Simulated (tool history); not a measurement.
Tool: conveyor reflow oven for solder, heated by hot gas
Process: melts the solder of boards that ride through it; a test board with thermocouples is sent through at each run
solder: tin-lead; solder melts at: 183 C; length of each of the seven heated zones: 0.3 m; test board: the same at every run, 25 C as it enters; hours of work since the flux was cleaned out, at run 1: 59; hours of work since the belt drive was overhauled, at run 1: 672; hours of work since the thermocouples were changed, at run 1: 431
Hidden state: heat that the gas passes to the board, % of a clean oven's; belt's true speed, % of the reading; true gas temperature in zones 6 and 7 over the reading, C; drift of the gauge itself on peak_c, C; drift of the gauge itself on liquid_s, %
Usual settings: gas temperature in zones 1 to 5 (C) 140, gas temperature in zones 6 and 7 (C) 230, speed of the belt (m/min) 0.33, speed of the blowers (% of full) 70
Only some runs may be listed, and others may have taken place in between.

run	hour	gas temperature in zones 1 to 5 (C)	gas temperature in zones 6 and 7 (C)	speed of the belt (m/min)	speed of the blowers (% of full)	hours of work since the flux was cleaned out	hours of work since the belt drive was overhauled	hours of work since the thermocouples were changed	highest temperature of the board (C)	time above the solder's melting point (s)
1	0	140	230	0.33	70	59	672	431	217.6	84.8
2	23.7	143	230	0.33	70	70	683	442	218.3	87.2
3	39.5	143	230	0.33	70	77	691	449	218.1	86.2
4	56.8	143	230	0.33	52	85	699	457	214.3	81.3
5	83.2	128	230	0.33	70	98	711	469	215.5	77.5
6	108.2	128	230	0.33	70	109	723	481	215.9	75.6
7	130.6	128	230	0.33	70	120	733	491	215.7	76.7
8	156	140	230	0.33	70	131	745	503	217.8	85.3
9	175.3	140	230	0.33	70	140	754	512	217.2	85
10	190.2	148	230	0.33	70	147	761	519	218.6	90.9
11	219.8	148	230	0.33	70	161	774	532	218.3	90
# hour 232.5: flux residue cleaned out of gas plates and filters
12	249.9	148	230	0.33	70	8	786	544	218.9	91.2
13	267.8	148	230	0.33	70	16	794	552	219.4	91.2
# hour 273.7: belt drive overhauled, speed set with a stopwatch
14	290.4	140	230	0.271	70	25	8	561	223	112.9
15	317.9	140	230	0.271	70	38	20	574	223.2	113.1
# hour 330.9: belt drive overhauled, speed set with a stopwatch, once more
16	352.3	141	230	0.354	70	52	10	588	216.1	77.1
17	365.5	134	230	0.262	51	58	16	594	219.4	104.8
18	389.1	142	221	0.33	52	69	27	605	206.4	68.6
19	415	140	230	0.33	76	81	39	617	218.2	84.9
20	432.6	146	226	0.338	76	89	47	625	215.3	83.4
21	461	146	226	0.338	80	102	60	638	215.6	82.6
22	484.2	146	231	0.338	54	113	71	649	215.8	82.3
23	511.9	145	233	0.375	54	126	84	662	213.7	70.3
24	527.8	145	233	0.375	54	133	91	669	213.2	70
25	552.7	151	241	0.265	70	145	103	681	234.1	127.7
26	572.2	151	241	0.265	70	154	112	690	234.8	128.5
# hour 602.3: flux residue cleaned out of gas plates and filters
27	604.2	151	241	0.265	70	1	124	702	235.2	129.5
28	632.6	151	241	0.265	70	14	137	715	235.6	130.5
29	651.7	148	220	0.33	70	23	146	724	211.2	82.7
30	673.1	148	220	0.33	70	33	156	734	210.8	81.4

3 ways to go on from here, each from the tool as it stands after run 30. What would each give?
A	692	140	231	0.33	70	41	165	743	?	?
B	692	154	230	0.33	70	41	165	743	?	?
C	692	149	236	0.33	71	41	165	743	?	?

run	highest temperature of the board (C)	time above the solder's melting point (s)
A	219.4	85.9
B	220.6	96
C	225.7	96
Stripped of hidden state, with their random variation kept, the same runs would have yielded:
run	highest temperature of the board (C)	time above the solder's melting point (s)
A	217.9	84.2
B	219.1	94.4
C	224.2	94.5
